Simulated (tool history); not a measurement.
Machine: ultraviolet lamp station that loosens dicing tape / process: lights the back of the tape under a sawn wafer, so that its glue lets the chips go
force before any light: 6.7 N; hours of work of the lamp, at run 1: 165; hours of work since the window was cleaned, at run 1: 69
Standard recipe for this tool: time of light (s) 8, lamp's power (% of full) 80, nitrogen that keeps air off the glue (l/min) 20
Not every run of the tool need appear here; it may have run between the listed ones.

run   hour  time of light (s)  lamp's power (% of full)  nitrogen that keeps air off the glue (l/min)  hours of work of the lamp  hours of work since the window was cleaned  force that peels the tape off (N)  light that reached the tape (mJ/cm²)
  1      0                  8                        80                                            20                        165                                          69                              0.737                                   301
  2    7.9                  8                        80                                            20                        171                                          75                              0.749                                   306
  3   17.6                  8                        80                                            20                        178                                          82                              0.732                                   300
  4   25.6                  8                        80                                            20                        183                                          87                              0.715                                   304
  5   35.5                  8                        80                                            20                        190                                          95                              0.739                                   301
  6   44.3                  8                        80                                            13                        197                                         101                              1.008                                   302
  7   53.7                  8                        80                                            20                        203                                         108                               0.75                                   305
  8   63.5                  8                        80                                            20                        211                                         115                              0.735                                   303
  9   71.4                  8                        80                                            20                        216                                         120                              0.739                                   308
 10   79.1                 16                        80                                             7                        222                                         126                              0.429                                   611
 11   89.7                  8                        75                                            26                        229                                         134                              0.697                                   288
 12   98.9                  4                        84                                            27                        236                                         140                              1.798                                   158
 13  104.8                  4                        84                                            27                        240                                         144                              1.789                                   161
 14  112.5                  4                        63                                            27                        246                                         150                              2.363                                   118
 15  120.8                  4                        63                                            27                        252                                         156                              2.363                                   121
 16  129.3                  6                        72                                            27                        258                                         162                              1.235                                   206
 17    137                 10                        72                                            27                        263                                         168                              0.454                                   341

Alternative continuations, all from the tool just after run 17; predict every row:
  A  146.5                  8                        65                                            19                        270                                         174                                  ?                                     ?
  B  146.5                  5                        69                                             7                        270                                         174                                  ?                                     ?
  C  146.5                  8                        76                                            30                        270                                         174                                  ?                                     ?
  D  146.5                  6                        97                                            18                        270                                         174                                  ?                                     ?

run  force that peels the tape off (N)  light that reached the tape (mJ/cm²)
  A                              1.105                                   249
  B                              2.946                                   161
  C                              0.604                                   289
  D                              0.951                                   275
Had the tool no hidden state, the same runs would have come out as:
run  force that peels the tape off (N)  light that reached the tape (mJ/cm²)
  A                              1.103                                   249
  B                              2.944                                   161
  C                              0.603                                   289
  D                               0.95                                   275
